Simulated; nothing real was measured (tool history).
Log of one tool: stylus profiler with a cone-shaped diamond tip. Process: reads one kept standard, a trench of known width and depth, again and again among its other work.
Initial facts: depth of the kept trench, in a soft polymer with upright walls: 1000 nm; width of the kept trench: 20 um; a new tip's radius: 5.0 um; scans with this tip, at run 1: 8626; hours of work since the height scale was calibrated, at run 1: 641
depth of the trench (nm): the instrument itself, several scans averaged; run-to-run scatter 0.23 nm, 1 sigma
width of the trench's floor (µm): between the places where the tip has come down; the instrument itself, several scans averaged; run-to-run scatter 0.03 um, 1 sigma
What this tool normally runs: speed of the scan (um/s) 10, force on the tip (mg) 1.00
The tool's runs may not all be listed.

run	hour	speed of the scan (um/s)	force on the tip (mg)	scans with this tip	hours of work since the height scale was calibrated	depth of the trench (nm)	width of the trench's floor (µm)
1	0.0	10	1.00	8626	641	1007.06	13.01
2	21.3	10	0.52	8782	652	1004.02	12.95
3	62.4	10	0.52	9084	675	1004.06	12.89
4	89.1	13	1.00	9279	689	1006.82	12.96
5	112.9	10	1.00	9454	702	1007.06	12.91
6	149.7	10	1.39	9723	722	1008.78	12.90
# hour 152.3: height scale calibrated on a step standard
7	187.4	3	0.41	9997	19	1002.86	12.95
# hour 237.0: height scale calibrated on a step standard, once more
8	237.0	5	0.41	10356	0	1004.51	12.85
9	274.7	13	0.76	10633	21	1006.71	12.68
10	318.3	20	0.43	10952	44	1004.97	12.52
11	358.9	20	0.43	11250	66	1004.82	12.52
12	409.8	15	0.50	11623	94	1005.14	12.60

Selected run-to-run steps in depth of the trench (nm), each split into two signed amounts: the part the tool would show with no hidden state at all (from settings, incoming material and random variation), and the remainder, which goes to the hidden state together with any gauge scatter not common to the measured and the hidden-state-free results:
Unlogged tool condition in this case: radius of the tip, um; height scale over the true one, %; drift of the gauge itself on depth_nm, %; drift of the gauge itself on floor_um, %.
Run 6 -> 7: speed of the scan (um/s) 10 -> 3, force on the tip (mg) 1.39 -> 0.41, height scale calibrated on a step standard. depth of the trench (nm) -5.92: hidden state -0.74, all else -5.18.
Run 7 -> 8: speed of the scan (um/s) 3 -> 5, height scale calibrated on a step standard, once more. depth of the trench (nm) +1.65: hidden state +2.23, all else -0.58.
